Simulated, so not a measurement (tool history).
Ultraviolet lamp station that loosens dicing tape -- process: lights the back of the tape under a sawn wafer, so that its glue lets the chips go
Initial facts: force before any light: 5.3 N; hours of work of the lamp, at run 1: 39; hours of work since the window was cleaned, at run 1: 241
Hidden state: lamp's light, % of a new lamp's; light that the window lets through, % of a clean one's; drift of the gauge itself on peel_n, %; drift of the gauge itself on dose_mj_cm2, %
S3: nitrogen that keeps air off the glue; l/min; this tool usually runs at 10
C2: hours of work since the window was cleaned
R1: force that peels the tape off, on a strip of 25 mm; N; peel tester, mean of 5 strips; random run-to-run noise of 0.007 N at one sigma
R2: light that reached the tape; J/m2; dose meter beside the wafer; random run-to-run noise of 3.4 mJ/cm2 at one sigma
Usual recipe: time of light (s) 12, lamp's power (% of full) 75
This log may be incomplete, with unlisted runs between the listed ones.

Run 1, hour 0.0: usual settings; hours of work of the lamp 39; C2 241. Result: R1 0.261 N, R2 5240 J/m2.
Run 2, hour 14.8: usual settings; hours of work of the lamp 49; C2 251. Result: R1 0.266 N, R2 5220 J/m2.
Run 3, hour 29.4: usual settings but S3 17 l/min; hours of work of the lamp 59; C2 261. Result: R1 0.209 N, R2 5120 J/m2.
Run 4, hour 45.1: usual settings but S3 17 l/min; hours of work of the lamp 70; C2 272. Result: R1 0.204 N, R2 5180 J/m2.
Run 5, hour 52.9: usual settings but lamp's power (% of full) 83; hours of work of the lamp 75; C2 277. Result: R1 0.241 N, R2 5670 J/m2.
Run 6, hour 62.4: usual settings but lamp's power (% of full) 83; hours of work of the lamp 81; C2 283. Result: R1 0.238 N, R2 5690 J/m2.
Run 7, hour 72.3: usual settings but lamp's power (% of full) 83; hours of work of the lamp 88; C2 290. Result: R1 0.246 N, R2 5670 J/m2.
Run 8, hour 82.0: usual settings but S3 13 l/min; hours of work of the lamp 94; C2 297. Result: R1 0.233 N, R2 5100 J/m2.
Run 9, hour 96.1: usual settings; hours of work of the lamp 104; C2 306. Result: R1 0.266 N, R2 5090 J/m2.
Run 10, hour 106.2: usual settings but lamp's power (% of full) 86; hours of work of the lamp 111; C2 313. Result: R1 0.223 N, R2 5840 J/m2.
Run 11, hour 117.9: usual settings but lamp's power (% of full) 86; hours of work of the lamp 119; C2 321. Result: R1 0.220 N, R2 5840 J/m2.
Run 12, hour 132.0: usual settings but S3 17 l/min; hours of work of the lamp 128; C2 330. Result: R1 0.217 N, R2 5040 J/m2.
Run 13, hour 147.1: usual settings but S3 17 l/min; hours of work of the lamp 138; C2 341. Result: R1 0.210 N, R2 4990 J/m2.
Run 14, hour 155.3: usual settings but S3 17 l/min; hours of work of the lamp 144; C2 346. Result: R1 0.207 N, R2 5000 J/m2.
Run 15, hour 163.8: usual settings but S3 17 l/min; hours of work of the lamp 150; C2 352. Result: R1 0.207 N, R2 5000 J/m2.
Run 16, hour 171.5: usual settings but S3 17 l/min; hours of work of the lamp 155; C2 357. Result: R1 0.203 N, R2 5000 J/m2.
Run 17, hour 179.7: usual settings but S3 17 l/min; hours of work of the lamp 160; C2 363. Result: R1 0.197 N, R2 4950 J/m2.
Run 18, hour 189.5: usual settings but S3 17 l/min; hours of work of the lamp 167; C2 369. Result: R1 0.209 N, R2 4970 J/m2.
Run 19, hour 198.7: usual settings but S3 9 l/min; hours of work of the lamp 173; C2 375. Result: R1 0.311 N, R2 4990 J/m2.
Run 20, hour 211.8: usual settings but S3 9 l/min; hours of work of the lamp 182; C2 384. Result: R1 0.311 N, R2 4910 J/m2.
Run 21, hour 219.7: usual settings but S3 9 l/min; hours of work of the lamp 187; C2 390. Result: R1 0.318 N, R2 4940 J/m2.
Run 22, hour 227.1: usual settings but S3 9 l/min; hours of work of the lamp 192; C2 395. Result: R1 0.303 N, R2 4900 J/m2.
Run 23, hour 234.2: usual settings but S3 11 l/min; hours of work of the lamp 197; C2 399. Result: R1 0.271 N, R2 4860 J/m2.
Run 24, hour 244.1: usual settings but S3 11 l/min; hours of work of the lamp 204; C2 406. Result: R1 0.273 N, R2 4870 J/m2.
Run 25, hour 257.8: usual settings but S3 11 l/min; hours of work of the lamp 213; C2 415. Result: R1 0.280 N, R2 4900 J/m2.
Run 26, hour 267.3: usual settings but lamp's power (% of full) 66; hours of work of the lamp 220; C2 422. Result: R1 0.356 N, R2 4300 J/m2.
Run 27, hour 274.7: usual settings but lamp's power (% of full) 66; hours of work of the lamp 225; C2 427. Result: R1 0.350 N, R2 4320 J/m2.
Run 28, hour 283.7: usual settings but lamp's power (% of full) 78, S3 16 l/min; hours of work of the lamp 231; C2 433. Result: R1 0.220 N, R2 4990 J/m2.
Run 29, hour 290.5: usual settings but time of light (s) 20, lamp's power (% of full) 89, S3 8 l/min; hours of work of the lamp 235; C2 437. Result: R1 0.164 N, R2 9530 J/m2.
Run 30, hour 305.5: usual settings but time of light (s) 14, S3 6 l/min; hours of work of the lamp 245; C2 448. Result: R1 0.323 N, R2 5630 J/m2.
Run 31, hour 313.0: usual settings but time of light (s) 14, S3 6 l/min; hours of work of the lamp 250; C2 453. Result: R1 0.337 N, R2 5620 J/m2.
Run 32, hour 324.9: usual settings but time of light (s) 14, S3 6 l/min; hours of work of the lamp 258; C2 461. Result: R1 0.329 N, R2 5550 J/m2.
Run 33, hour 335.4: usual settings but time of light (s) 14, S3 6 l/min; hours of work of the lamp 266; C2 468. Result: R1 0.340 N, R2 5540 J/m2.
Run 34, hour 343.9: usual settings but time of light (s) 9, S3 17 l/min; hours of work of the lamp 271; C2 473. Result: R1 0.361 N, R2 3620 J/m2.
Run 35, hour 352.1: usual settings but time of light (s) 10, lamp's power (% of full) 82; hours of work of the lamp 277; C2 479. Result: R1 0.362 N, R2 4330 J/m2.
Run 36, hour 362.0: usual settings but time of light (s) 10, lamp's power (% of full) 82; hours of work of the lamp 284; C2 486. Result: R1 0.381 N, R2 4370 J/m2.
Run 37, hour 374.9: usual settings but time of light (s) 10, lamp's power (% of full) 97; hours of work of the lamp 292; C2 494. Result: R1 0.272 N, R2 5070 J/m2.
Run 38, hour 389.5: usual settings but time of light (s) 15, lamp's power (% of full) 96, S3 3 l/min; hours of work of the lamp 302; C2 504. Result: R1 0.338 N, R2 7570 J/m2.
Run 39, hour 402.5: usual settings but time of light (s) 21, S3 13 l/min; hours of work of the lamp 311; C2 513. Result: R1 0.174 N, R2 8200 J/m2.
Run 40, hour 414.1: usual settings but time of light (s) 6; hours of work of the lamp 319; C2 521. Result: R1 1.053 N, R2 2350 J/m2.
Run 41, hour 428.3: usual settings but time of light (s) 6; hours of work of the lamp 328; C2 530. Result: R1 1.061 N, R2 2290 J/m2.
Run 42, hour 440.0: usual settings but time of light (s) 6; hours of work of the lamp 336; C2 538. Result: R1 1.060 N, R2 2310 J/m2.
Run 43, hour 455.4: usual settings but time of light (s) 6, lamp's power (% of full) 63; hours of work of the lamp 347; C2 549. Result: R1 1.362 N, R2 1930 J/m2.
Run 44, hour 471.7: usual settings but time of light (s) 6, lamp's power (% of full) 63; hours of work of the lamp 358; C2 560. Result: R1 1.320 N, R2 1940 J/m2.

Here are 4 independent what-if runs from the current tool condition. What would each one return?
Run A, hour 483.3: usual settings but time of light (s) 20, lamp's power (% of full) 83, S3 16 l/min; hours of work of the lamp 365; C2 568. Result: R1 ?, R2 ?.
Run B, hour 483.3: usual settings but time of light (s) 10, lamp's power (% of full) 68, S3 9 l/min; hours of work of the lamp 365; C2 568. Result: R1 ?, R2 ?.
Run C, hour 483.3: usual settings but S3 17 l/min; hours of work of the lamp 365; C2 568. Result: R1 ?, R2 ?.
Run D, hour 483.3: usual settings but time of light (s) 17, lamp's power (% of full) 95; hours of work of the lamp 365; C2 568. Result: R1 ?, R2 ?.

run     R1    R2
  A  0.167  8390
  B  0.573  3450
  C  0.237  4590
  D  0.159  8210
Take away the tool's hidden state, keep each run's random variation, and the runs would have read:
run     R1    R2
  A  0.165  9960
  B  0.417  4100
  C  0.194  5450
  D  0.152  9750

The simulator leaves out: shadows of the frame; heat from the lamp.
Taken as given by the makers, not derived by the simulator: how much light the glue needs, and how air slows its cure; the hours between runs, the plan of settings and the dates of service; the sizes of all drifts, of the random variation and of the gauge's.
